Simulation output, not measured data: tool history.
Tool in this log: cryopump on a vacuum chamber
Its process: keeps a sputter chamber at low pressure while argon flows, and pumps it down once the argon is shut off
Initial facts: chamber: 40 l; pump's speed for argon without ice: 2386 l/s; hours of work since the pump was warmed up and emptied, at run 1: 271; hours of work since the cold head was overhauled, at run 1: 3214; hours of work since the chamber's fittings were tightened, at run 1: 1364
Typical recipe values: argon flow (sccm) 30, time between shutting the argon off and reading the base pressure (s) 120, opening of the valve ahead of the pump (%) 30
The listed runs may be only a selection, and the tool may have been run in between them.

| run | day | argon flow (sccm) | time between shutting the argon off and reading the base pressure (s) | opening of the valve ahead of the pump (%) | hours of work since the pump was warmed up and emptied | hours of work since the cold head was overhauled | hours of work since the chamber's fittings were tightened | pressure while argon flows (Pa) | pressure after the wait (uPa) |
|---|---|---|---|---|---|---|---|---|---|
| 1 | 0.000 | 30 | 120 | 30 | 271 | 3214 | 1364 | 0.0741 | 0.94 |
| 2 | 5.554 | 30 | 120 | 30 | 362 | 3306 | 1455 | 0.0758 | 1.04 |
| 3 | 8.217 | 30 | 120 | 30 | 406 | 3350 | 1499 | 0.0758 | 1.03 |
| 4 | 12.004 | 30 | 120 | 30 | 469 | 3412 | 1561 | 0.0749 | 1.06 |
| 5 | 14.325 | 30 | 120 | 30 | 507 | 3450 | 1600 | 0.0767 | 1.12 |
| 6 | 18.304 | 30 | 120 | 23 | 572 | 3516 | 1665 | 0.0999 | 1.13 |
| 7 | 23.925 | 30 | 120 | 23 | 665 | 3608 | 1758 | 0.1011 | 1.21 |
| 8 | 27.671 | 16 | 120 | 30 | 727 | 3670 | 1819 | 0.0438 | 1.27 |
| 9 | 32.692 | 16 | 120 | 30 | 809 | 3753 | 1902 | 0.0437 | 1.37 |
| 10 | 38.096 | 16 | 120 | 30 | 898 | 3842 | 1991 | 0.0448 | 1.43 |
|  | 39.558 | pump warmed up, emptied and cooled again |
| 11 | 41.467 | 30 | 120 | 31 | 31 | 3894 | 2043 | 0.0706 | 1.08 |
| 12 | 46.100 | 30 | 120 | 15 | 108 | 3970 | 2120 | 0.1437 | 1.17 |
| 13 | 49.012 | 30 | 120 | 30 | 156 | 4018 | 2168 | 0.0748 | 1.21 |
| 14 | 52.438 | 30 | 120 | 30 | 212 | 4075 | 2224 | 0.0745 | 1.28 |
| 15 | 57.658 | 40 | 120 | 30 | 298 | 4161 | 2310 | 0.1000 | 1.29 |
| 16 | 61.050 | 40 | 120 | 30 | 354 | 4216 | 2366 | 0.0998 | 1.34 |
| 17 | 63.942 | 13 | 120 | 30 | 402 | 4264 | 2414 | 0.0337 | 1.42 |
| 18 | 66.296 | 45 | 50 | 35 | 440 | 4303 | 2452 | 0.0999 | 1.89 |
| 19 | 69.104 | 45 | 50 | 35 | 487 | 4349 | 2499 | 0.1012 | 1.89 |
| 20 | 71.383 | 30 | 28 | 39 | 524 | 4387 | 2536 | 0.0620 | 2.49 |
| 21 | 75.112 | 30 | 28 | 39 | 586 | 4448 | 2598 | 0.0627 | 2.52 |
| 22 | 80.104 | 19 | 38 | 16 | 668 | 4530 | 2680 | 0.0898 | 2.31 |
| 23 | 83.262 | 19 | 38 | 16 | 720 | 4582 | 2732 | 0.0900 | 2.37 |
| 24 | 87.562 | 41 | 30 | 52 | 791 | 4653 | 2803 | 0.0704 | 2.69 |
| 25 | 92.112 | 41 | 22 | 52 | 866 | 4728 | 2878 | 0.0731 | 3.15 |
| 26 | 95.088 | 41 | 22 | 52 | 915 | 4777 | 2927 | 0.0727 | 3.15 |
|  | 95.625 | pump warmed up, emptied and cooled again |
| 27 | 98.825 | 51 | 22 | 15 | 53 | 4835 | 2985 | 0.2435 | 2.65 |
| 28 | 101.625 | 30 | 120 | 25 | 99 | 4881 | 3031 | 0.0883 | 1.50 |
|  | 102.775 | leaking fittings of the chamber tightened, without venting |
| 29 | 105.521 | 30 | 120 | 25 | 162 | 4944 | 45 | 0.0889 | 0.47 |
| 30 | 109.500 | 54 | 82 | 22 | 227 | 5010 | 111 | 0.1823 | 0.63 |
| 31 | 114.900 | 55 | 120 | 21 | 316 | 5099 | 200 | 0.1947 | 0.55 |
| 32 | 119.612 | 14 | 50 | 43 | 394 | 5176 | 277 | 0.0261 | 0.95 |
| 33 | 123.825 | 14 | 50 | 43 | 463 | 5246 | 347 | 0.0257 | 0.99 |

Consider 4 possible next runs. They are alternatives, not a sequence: every one starts from the tool as it was left by run 33. What does each give?
| A | 127.021 | 23 | 120 | 21 | 516 | 5298 | 399 | ? | ? |
| B | 127.021 | 30 | 120 | 56 | 516 | 5298 | 399 | ? | ? |
| C | 127.021 | 30 | 49 | 16 | 516 | 5298 | 399 | ? | ? |
| D | 127.021 | 36 | 50 | 23 | 516 | 5298 | 399 | ? | ? |

| run | pressure while argon flows (Pa) | pressure after the wait (uPa) |
|---|---|---|
| A | 0.0825 | 0.62 |
| B | 0.0454 | 0.64 |
| C | 0.1417 | 1.04 |
| D | 0.1186 | 1.03 |
Without the tool's unlogged condition, the same runs would have read:
| run | pressure while argon flows (Pa) | pressure after the wait (uPa) |
|---|---|---|
| A | 0.0770 | 0.39 |
| B | 0.0382 | 0.41 |
| C | 0.1344 | 0.81 |
| D | 0.1100 | 0.80 |
